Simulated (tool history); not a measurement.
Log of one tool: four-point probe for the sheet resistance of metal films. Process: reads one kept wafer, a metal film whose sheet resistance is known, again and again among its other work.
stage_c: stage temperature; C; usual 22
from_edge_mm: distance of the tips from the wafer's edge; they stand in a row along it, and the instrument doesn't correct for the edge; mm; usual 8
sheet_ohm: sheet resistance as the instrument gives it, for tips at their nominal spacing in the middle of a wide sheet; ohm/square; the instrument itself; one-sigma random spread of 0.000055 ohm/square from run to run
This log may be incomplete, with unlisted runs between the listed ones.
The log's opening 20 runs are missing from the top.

{"run": 21, "day": 49.408, "stage_c": 23, "from_edge_mm": 8, "sheet_ohm": 0.274325}
{"run": 22, "day": 52.358, "stage_c": 22, "from_edge_mm": 66, "sheet_ohm": 0.273533}
{"run": 23, "day": 54.329, "stage_c": 32, "from_edge_mm": 66, "sheet_ohm": 0.272423}
{"run": 24, "day": 56.192, "stage_c": 32, "from_edge_mm": 66, "sheet_ohm": 0.272392}
{"run": 25, "day": 58.454, "stage_c": 31, "from_edge_mm": 8, "sheet_ohm": 0.273383}
{"run": 26, "day": 60.133, "stage_c": 23, "from_edge_mm": 49, "sheet_ohm": 0.273287}
{"run": 27, "day": 62.412, "stage_c": 23, "from_edge_mm": 49, "sheet_ohm": 0.2733}
{"run": 28, "day": 64.754, "stage_c": 20, "from_edge_mm": 37, "sheet_ohm": 0.273686}
{"run": 29, "day": 66.621, "stage_c": 20, "from_edge_mm": 66, "sheet_ohm": 0.273673}
{"run": 30, "day": 69.888, "stage_c": 20, "from_edge_mm": 66, "sheet_ohm": 0.27371}
{"run": 31, "day": 72.496, "stage_c": 20, "from_edge_mm": 66, "sheet_ohm": 0.273663}
{"run": 32, "day": 74.183, "stage_c": 20, "from_edge_mm": 59, "sheet_ohm": 0.273777}
{"run": 33, "day": 76.125, "stage_c": 20, "from_edge_mm": 59, "sheet_ohm": 0.273681}
{"run": 34, "day": 78.254, "stage_c": 20, "from_edge_mm": 59, "sheet_ohm": 0.273601}
{"run": 35, "day": 81.067, "stage_c": 32, "from_edge_mm": 39, "sheet_ohm": 0.2723}
{"run": 36, "day": 83.829, "stage_c": 32, "from_edge_mm": 39, "sheet_ohm": 0.272225}
{"run": 37, "day": 85.221, "stage_c": 30, "from_edge_mm": 45, "sheet_ohm": 0.272389}
{"run": 38, "day": 86.983, "stage_c": 27, "from_edge_mm": 10, "sheet_ohm": 0.273374}
{"run": 39, "day": 90.375, "stage_c": 26, "from_edge_mm": 5, "sheet_ohm": 0.275239}
{"run": 40, "day": 92.738, "stage_c": 21, "from_edge_mm": 5, "sheet_ohm": 0.27578}
{"run": 41, "day": 94.175, "stage_c": 21, "from_edge_mm": 5, "sheet_ohm": 0.275789}
{"run": 42, "day": 96.138, "stage_c": 21, "from_edge_mm": 5, "sheet_ohm": 0.275801}
{"run": 43, "day": 98.875, "stage_c": 21, "from_edge_mm": 5, "sheet_ohm": 0.275826}
{"run": 44, "day": 101.317, "stage_c": 22, "from_edge_mm": 20, "sheet_ohm": 0.273465}
{"run": 45, "day": 103.829, "stage_c": 32, "from_edge_mm": 53, "sheet_ohm": 0.272138}

Branching from run 45: 4 alternative next runs. What would each branch give?
{"run": "A", "day": 106.392, "stage_c": 34, "from_edge_mm": 12, "sheet_ohm": "?"}
{"run": "B", "day": 106.392, "stage_c": 20, "from_edge_mm": 12, "sheet_ohm": "?"}
{"run": "C", "day": 106.392, "stage_c": 32, "from_edge_mm": 3, "sheet_ohm": "?"}
{"run": "D", "day": 106.392, "stage_c": 30, "from_edge_mm": 22, "sheet_ohm": "?"}

run=A sheet_ohm=0.272322
run=B sheet_ohm=0.273975
run=C sheet_ohm=0.278611
run=D sheet_ohm=0.272469
With no hidden state in the tool, these same runs would have given:
run=A sheet_ohm=0.274633
run=B sheet_ohm=0.276289
run=C sheet_ohm=0.280969
run=D sheet_ohm=0.274779
